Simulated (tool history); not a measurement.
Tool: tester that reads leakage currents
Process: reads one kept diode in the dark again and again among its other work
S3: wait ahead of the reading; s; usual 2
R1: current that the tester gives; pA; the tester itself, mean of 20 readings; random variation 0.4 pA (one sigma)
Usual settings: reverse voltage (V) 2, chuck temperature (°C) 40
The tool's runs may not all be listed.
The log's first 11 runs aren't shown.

{"hour": 1055.3, "done": "tester calibrated"}
{"run": 12, "hour": 1080.5, "reverse voltage (V)": 1.36, "chuck temperature (°C)": 40, "S3": 2, "R1": 123.21}
{"run": 13, "hour": 1176.4, "reverse voltage (V)": 2, "chuck temperature (°C)": 40, "S3": 1.19, "R1": 144.74}
{"hour": 1283.1, "done": "probe card cleaned and baked"}
{"run": 14, "hour": 1312.5, "reverse voltage (V)": 2, "chuck temperature (°C)": 40, "S3": 1.19, "R1": 147.84}
{"hour": 1342.8, "done": "chuck's temperature calibrated"}
{"run": 15, "hour": 1429.8, "reverse voltage (V)": 2, "chuck temperature (°C)": 40, "S3": 0.32, "R1": 140.67}
{"run": 16, "hour": 1559.1, "reverse voltage (V)": 2, "chuck temperature (°C)": 40, "S3": 0.32, "R1": 142.7}
{"hour": 1692.0, "done": "probe card cleaned and baked, once more"}
{"run": 17, "hour": 1699.3, "reverse voltage (V)": 2, "chuck temperature (°C)": 40, "S3": 0.32, "R1": 136.55}
{"run": 18, "hour": 1766.2, "reverse voltage (V)": 2, "chuck temperature (°C)": 22, "S3": 2, "R1": 29.22}
{"run": 19, "hour": 1838.3, "reverse voltage (V)": 2, "chuck temperature (°C)": 22, "S3": 2, "R1": 29.26}
{"run": 20, "hour": 1969.9, "reverse voltage (V)": 4.91, "chuck temperature (°C)": 38, "S3": 5.4, "R1": 166.07}
{"run": 21, "hour": 2059.8, "reverse voltage (V)": 4.91, "chuck temperature (°C)": 38, "S3": 5.4, "R1": 168.43}

The next listed run, before its measurement:
{"run": 22, "hour": 2129.6, "reverse voltage (V)": 4.91, "chuck temperature (°C)": 38, "S3": 5.4, "R1": "?"}

R1: 168.16 pA
Without the tool's hidden state the same run would have given R1 162.62 pA.

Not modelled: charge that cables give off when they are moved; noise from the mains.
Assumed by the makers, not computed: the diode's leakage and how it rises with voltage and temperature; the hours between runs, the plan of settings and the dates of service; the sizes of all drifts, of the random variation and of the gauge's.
